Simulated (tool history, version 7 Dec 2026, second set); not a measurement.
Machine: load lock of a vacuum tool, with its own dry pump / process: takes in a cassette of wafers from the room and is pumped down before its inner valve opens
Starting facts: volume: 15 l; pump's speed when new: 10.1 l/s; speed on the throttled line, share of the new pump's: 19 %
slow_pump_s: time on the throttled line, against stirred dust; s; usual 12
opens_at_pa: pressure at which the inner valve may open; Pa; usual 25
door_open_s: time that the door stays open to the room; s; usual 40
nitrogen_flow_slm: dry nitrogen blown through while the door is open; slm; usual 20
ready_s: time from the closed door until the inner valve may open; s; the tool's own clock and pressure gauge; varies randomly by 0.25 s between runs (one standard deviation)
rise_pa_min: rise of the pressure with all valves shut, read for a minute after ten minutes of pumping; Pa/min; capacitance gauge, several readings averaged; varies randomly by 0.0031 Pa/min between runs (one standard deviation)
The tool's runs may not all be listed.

| run | hour | slow_pump_s | opens_at_pa | door_open_s | nitrogen_flow_slm | incoming humidity of the room's air, % | ready_s | rise_pa_min |
|---|---|---|---|---|---|---|---|---|
| 1 | 0 | 12 | 25 | 40 | 20 | 44.8 | 22.4 | 0.092 |
| 2 | 291.6 | 12 | 25 | 40 | 20 | 46 | 22.7 | 0.097 |
| 3 | 425.9 | 12 | 25 | 40 | 20 | 45.8 | 22.1 | 0.09 |
| 4 | 681.7 | 12 | 25 | 40 | 20 | 48.5 | 22.9 | 0.102 |
| 5 | 878.9 | 17 | 25 | 40 | 20 | 47.2 | 26.4 | 0.097 |
| 6 | 1177.1 | 17 | 25 | 40 | 20 | 46.3 | 26.5 | 0.095 |
| 7 | 1455.2 | 17 | 25 | 40 | 20 | 47.5 | 26.9 | 0.098 |
| 8 | 1686.2 | 17 | 25 | 40 | 20 | 44.3 | 26.9 | 0.104 |
| 9 | 1845.9 | 17 | 25 | 40 | 20 | 45.7 | 26.5 | 0.099 |
| 10 | 2107.8 | 17 | 25 | 40 | 20 | 49.2 | 26.8 | 0.102 |
| 11 | 2274.2 | 17 | 35 | 40 | 20 | 46.3 | 26.3 | 0.105 |
| 12 | 2551.9 | 17 | 35 | 40 | 20 | 45.9 | 26 | 0.098 |
| 13 | 2793.2 | 12 | 37 | 40 | 20 | 46.2 | 22.5 | 0.107 |
| 14 | 2998.3 | 12 | 37 | 40 | 20 | 46.2 | 22.3 | 0.113 |
| 15 | 3174.3 | 12 | 37 | 40 | 20 | 44.4 | 22.9 | 0.109 |
| 16 | 3465.3 | 12 | 25 | 40 | 20 | 46.2 | 23.1 | 0.108 |
| 17 | 3713.8 | 12 | 25 | 40 | 20 | 45.6 | 23.2 | 0.111 |
| 18 | 3876.7 | 8 | 25 | 40 | 20 | 45.2 | 20 | 0.11 |
| 19 | 4181.6 | 12 | 25 | 40 | 9 | 44.6 | 23.3 | 0.123 |
| 20 | 4427.6 | 12 | 25 | 40 | 9 | 47.3 | 23.3 | 0.133 |
| 21 | 4592.5 | 12 | 25 | 25 | 20 | 48.1 | 23.5 | 0.11 |
| 22 | 4764.2 | 12 | 28 | 40 | 20 | 45.3 | 23.4 | 0.113 |
| 23 | 4938.6 | 9 | 21 | 28 | 27 | 44.1 | 21 | 0.107 |
| 24 | 5080.4 | 9 | 23 | 28 | 10 | 43.7 | 21.5 | 0.12 |
| 25 | 5290.1 | 13 | 36 | 73 | 20 | 43.3 | 24 | 0.147 |
| 26 | 5526.1 | 16 | 45 | 78 | 13 | 42 | 25.7 | 0.163 |
| 27 | 5690.8 | 16 | 45 | 112 | 13 | 46.6 | 25.7 | 0.19 |
| 28 | 5831 | 12 | 25 | 40 | 45 | 43.4 | 23.2 | 0.108 |
| 29 | 6049.5 | 12 | 19 | 40 | 45 | 44.2 | 23.9 | 0.107 |
| 30 | 6202.5 | 12 | 19 | 40 | 45 | 43.6 | 24.5 | 0.115 |
| 31 | 6408.5 | 12 | 19 | 40 | 45 | 42.6 | 24 | 0.113 |
| 32 | 6684.2 | 12 | 19 | 76 | 25 | 41 | 24.2 | 0.145 |
| 33 | 6938.1 | 12 | 19 | 76 | 25 | 41.9 | 24.3 | 0.145 |
| 34 | 7104.1 | 7 | 19 | 63 | 11 | 42.3 | 20.3 | 0.161 |
| 35 | 7240.8 | 8 | 29 | 226 | 9 | 43.6 | 20.6 | 0.277 |
| 36 | 7470.4 | 10 | 29 | 226 | 15 | 44.4 | 22 | 0.258 |
| 37 | 7738.1 | 12 | 26 | 40 | 20 | 44.9 | 23.9 | 0.145 |

Per-run results on a tool with no hidden state, each run keeping its own random variation:
The hidden state here: pump's speed, % of a new pump's; leak at the door's seal, Pa l/s; drift of the gauge itself on ready_s, %; drift of the gauge itself on rise_pa_min, %.
| run | ready_s | rise_pa_min |
|---|---|---|
| 1 | 22 | 0.058 |
| 2 | 22.4 | 0.062 |
| 3 | 21.7 | 0.055 |
| 4 | 22.4 | 0.066 |
| 5 | 26 | 0.06 |
| 6 | 26 | 0.057 |
| 7 | 26.4 | 0.058 |
| 8 | 26.3 | 0.063 |
| 9 | 25.9 | 0.057 |
| 10 | 26.1 | 0.059 |
| 11 | 25.6 | 0.062 |
| 12 | 25.3 | 0.053 |
| 13 | 21.7 | 0.06 |
| 14 | 21.5 | 0.065 |
| 15 | 22.1 | 0.059 |
| 16 | 22.2 | 0.057 |
| 17 | 22.2 | 0.059 |
| 18 | 18.8 | 0.057 |
| 19 | 22.2 | 0.068 |
| 20 | 22.2 | 0.076 |
| 21 | 22.3 | 0.053 |
| 22 | 22.2 | 0.055 |
| 23 | 19.7 | 0.047 |
| 24 | 20.2 | 0.059 |
| 25 | 22.8 | 0.085 |
| 26 | 24.5 | 0.099 |
| 27 | 24.6 | 0.126 |
| 28 | 21.7 | 0.043 |
| 29 | 22.4 | 0.041 |
| 30 | 22.9 | 0.046 |
| 31 | 22.4 | 0.044 |
| 32 | 22.5 | 0.074 |
| 33 | 22.6 | 0.073 |
| 34 | 18.4 | 0.087 |
| 35 | 18.8 | 0.202 |
| 36 | 20.2 | 0.182 |
| 37 | 22.1 | 0.066 |
